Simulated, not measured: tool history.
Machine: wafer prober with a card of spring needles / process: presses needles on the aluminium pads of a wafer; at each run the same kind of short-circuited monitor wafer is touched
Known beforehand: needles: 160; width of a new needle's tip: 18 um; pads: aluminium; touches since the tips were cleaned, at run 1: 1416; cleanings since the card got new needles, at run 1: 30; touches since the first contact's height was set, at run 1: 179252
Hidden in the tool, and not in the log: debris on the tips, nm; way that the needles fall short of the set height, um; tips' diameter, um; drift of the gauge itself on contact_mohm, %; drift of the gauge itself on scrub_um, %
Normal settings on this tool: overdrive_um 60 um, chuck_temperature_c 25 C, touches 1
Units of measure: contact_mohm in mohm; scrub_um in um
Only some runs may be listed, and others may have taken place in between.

run   hour  overdrive_um  chuck_temperature_c  touches  touches since the tips were cleaned  cleanings since the card got new needles  touches since the first contact's height was set  contact_mohm  scrub_um
  1    0.0            60                   25        1                                 1416                                        30                                            179252           205      8.62
  2    4.6            50                   25        1                                 4806                                        30                                            182642           319      7.11
       5.2  -- tips cleaned on abrasive film
      12.5  -- tips cleaned on abrasive film
  3   14.3            56                   25        1                                 1293                                        32                                            189721           216      7.85
      19.6  -- tips cleaned on abrasive film
  4   23.2            56                   25        1                                 2697                                        33                                            196281           261      7.81
      27.0  -- tips cleaned on abrasive film
  5   27.5            60                   25        1                                  336                                        34                                            199387           183      8.59
      34.1  -- tips cleaned on abrasive film
  6   36.7            60                   25        1                                 1964                                        35                                            206150           227      8.41
      41.0  -- tips cleaned on abrasive film
  7   42.5            60                   25        1                                 1109                                        36                                            210379           208      8.49
      48.8  -- tips cleaned on abrasive film
  8   50.0            60                   25        1                                  864                                        37                                            215874           196      8.44
  9   54.0            60                   28        1                                 3850                                        37                                            218860           269      8.52
      56.0  -- tips cleaned on abrasive film
 10   58.3            60                   28        1                                 1710                                        38                                            221987           220      8.59
      63.0  -- tips cleaned on abrasive film
 11   63.0            60                  115        1                                    7                                        39                                            225416           177      8.52
 12   68.4            60                   25        1                                 4001                                        39                                            229410           267      8.41
      69.9  -- height of the first contact set anew
      71.0  -- tips cleaned on abrasive film
      78.1  -- tips cleaned on abrasive film
 13   78.1            60                   25        1                                    0                                        41                                              5890           160      8.33
      85.0  -- tips cleaned on abrasive film
 14   85.9            60                   25        1                                  651                                        42                                             11631           201      8.23
      90.6  -- height of the first contact set anew, once more
      92.3  -- tips cleaned on abrasive film
 15   92.5            60                   25        1                                  160                                        43                                              1326           161      9.11
      99.4  -- tips cleaned on abrasive film
 16   99.4            64                   97        1                                    0                                        44                                              6350           171      9.83
 17  104.6            62                  115        1                                 3915                                        44                                             10265           249      9.46
     106.8  -- tips cleaned on abrasive film
 18  109.0            57                   33        3                                 1565                                        45                                             13401           175      8.61
     113.8  -- tips cleaned on abrasive film
 19  115.5            75                   28        1                                 1295                                        46                                             18199           191     11.11
 20  120.4            75                   28        1                                 4939                                        46                                             21843           228     11.11
     121.4  -- tips cleaned on abrasive film
     128.4  -- tips cleaned on abrasive film
 21  129.1            75                   28        1                                  495                                        48                                             28128           168     11.18
 22  133.5            75                   28        1                                 3756                                        48                                             31389           217     11.31
     135.6  -- tips cleaned on abrasive film
 23  140.1            77                   25        1                                 3339                                        49                                             36252           211     11.72
     142.7  -- tips cleaned on abrasive film
 24  146.2            70                  124        1                                 2629                                        50                                             40711           225     10.53
     149.7  -- tips cleaned on abrasive film
 25  153.7            70                  124        1                                 3040                                        51                                             46234           229     10.48
     157.1  -- tips cleaned on abrasive film
 26  161.7            63                   42        1                                 3483                                        52                                             52098           244      9.35
     164.0  -- tips cleaned on abrasive film
 27  170.5            59                   42        1                                 4804                                        53                                             58532           273      8.72
     171.5  -- tips cleaned on abrasive film
 28  178.0            61                   25        1                                 4890                                        54                                             64066           267      8.91
     178.9  -- tips cleaned on abrasive film
 29  182.5            50                   25        1                                 2673                                        55                                             67284           277      7.32

Alternative continuations, all from the tool just after run 29; predict every row:
     185.9  -- tips cleaned on abrasive film
  A  186.7            50                  119        1                                  651                                        56                                             70371             ?         ?
     185.9  -- tips cleaned on abrasive film
  B  186.7            43                   25        1                                  651                                        56                                             70371             ?         ?
     185.9  -- tips cleaned on abrasive film
  C  186.7            50                   38        2                                  651                                        56                                             70371             ?         ?
     185.9  -- tips cleaned on abrasive film
  D  186.7            53                  124        1                                  651                                        56                                             70371             ?         ?
     185.9  -- tips cleaned on abrasive film
  E  186.7            55                  102        1                                  651                                        56                                             70371             ?         ?

run  contact_mohm  scrub_um
  A           210      7.24
  B           224      6.16
  C           186      7.39
  D           209      7.77
  E           201      8.15
With the hidden condition removed and each run's random variation left untouched, the same runs would have given:
run  contact_mohm  scrub_um
  A           165      7.49
  B           155      6.41
  C           154      7.64
  D           168      8.02
  E           162      8.39
